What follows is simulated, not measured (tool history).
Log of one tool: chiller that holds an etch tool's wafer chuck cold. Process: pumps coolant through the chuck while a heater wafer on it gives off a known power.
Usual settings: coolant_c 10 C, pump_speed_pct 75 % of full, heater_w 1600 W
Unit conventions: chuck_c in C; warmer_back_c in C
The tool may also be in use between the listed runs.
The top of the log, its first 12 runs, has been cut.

run 13 hour=373.2 | coolant_c=3 pump_speed_pct=75 heater_w=1600 | chuck_c=17.1 warmer_back_c=4.56
run 14 hour=410.1 | coolant_c=1 pump_speed_pct=75 heater_w=1600 | chuck_c=15.2 warmer_back_c=4.64
run 15 hour=441.1 | coolant_c=1 pump_speed_pct=75 heater_w=1600 | chuck_c=15.2 warmer_back_c=4.56
run 16 hour=467.2 | coolant_c=3 pump_speed_pct=75 heater_w=1600 | chuck_c=17.2 warmer_back_c=4.58
run 17 hour=491 | coolant_c=5 pump_speed_pct=75 heater_w=1749 | chuck_c=20.5 warmer_back_c=4.99
run 18 hour=513.9 | coolant_c=7 pump_speed_pct=100 heater_w=1036 | chuck_c=13.8 warmer_back_c=2.2
run 19 hour=539.3 | coolant_c=19 pump_speed_pct=78 heater_w=1005 | chuck_c=27.6 warmer_back_c=2.8
run 20 hour=563.1 | coolant_c=19 pump_speed_pct=78 heater_w=1005 | chuck_c=27.4 warmer_back_c=2.73
run 21 hour=592.6 | coolant_c=18 pump_speed_pct=75 heater_w=1529 | chuck_c=31.5 warmer_back_c=4.42
run 22 hour=624.7 | coolant_c=15 pump_speed_pct=67 heater_w=1473 | chuck_c=29.7 warmer_back_c=4.8
run 23 hour=664.7 | coolant_c=10 pump_speed_pct=97 heater_w=1600 | chuck_c=21.1 warmer_back_c=3.49
run 24 hour=691.1 | coolant_c=10 pump_speed_pct=74 heater_w=1852 | chuck_c=26.8 warmer_back_c=5.41
run 25 hour=726.8 | coolant_c=10 pump_speed_pct=74 heater_w=1852 | chuck_c=26.7 warmer_back_c=5.4
run 26 hour=757.9 | coolant_c=14 pump_speed_pct=62 heater_w=1128 | chuck_c=26.1 warmer_back_c=4.03
run 27 hour=792.8 | coolant_c=18 pump_speed_pct=68 heater_w=1400 | chuck_c=32 warmer_back_c=4.54
run 28 hour=833.2 | coolant_c=18 pump_speed_pct=68 heater_w=1400 | chuck_c=31.7 warmer_back_c=4.5
run 29 hour=868.3 | coolant_c=1 pump_speed_pct=73 heater_w=1600 | chuck_c=16 warmer_back_c=4.82
run 30 hour=901.2 | coolant_c=19 pump_speed_pct=75 heater_w=1488 | chuck_c=32.2 warmer_back_c=4.26
run 31 hour=932.1 | coolant_c=13 pump_speed_pct=94 heater_w=941 | chuck_c=19.5 warmer_back_c=2.11
run 32 hour=956.2 | coolant_c=16 pump_speed_pct=90 heater_w=1600 | chuck_c=27.9 warmer_back_c=3.77

Consider 3 possible next runs. They are alternatives, not a sequence: every one starts from the tool as it was left by run 32. What does each give?
run A hour=998.5 | coolant_c=17 pump_speed_pct=75 heater_w=1409 | chuck_c=? warmer_back_c=?
run B hour=998.5 | coolant_c=10 pump_speed_pct=99 heater_w=1600 | chuck_c=? warmer_back_c=?
run C hour=998.5 | coolant_c=4 pump_speed_pct=70 heater_w=1600 | chuck_c=? warmer_back_c=?

run=A chuck_c=29.7 warmer_back_c=4.1
run=B chuck_c=20.9 warmer_back_c=3.39
run=C chuck_c=19.3 warmer_back_c=5.06
Take away the tool's hidden state, keep each run's random variation, and the runs would have read:
run=A chuck_c=28.7 warmer_back_c=4.04
run=B chuck_c=20 warmer_back_c=3.34
run=C chuck_c=18.1 warmer_back_c=4.99
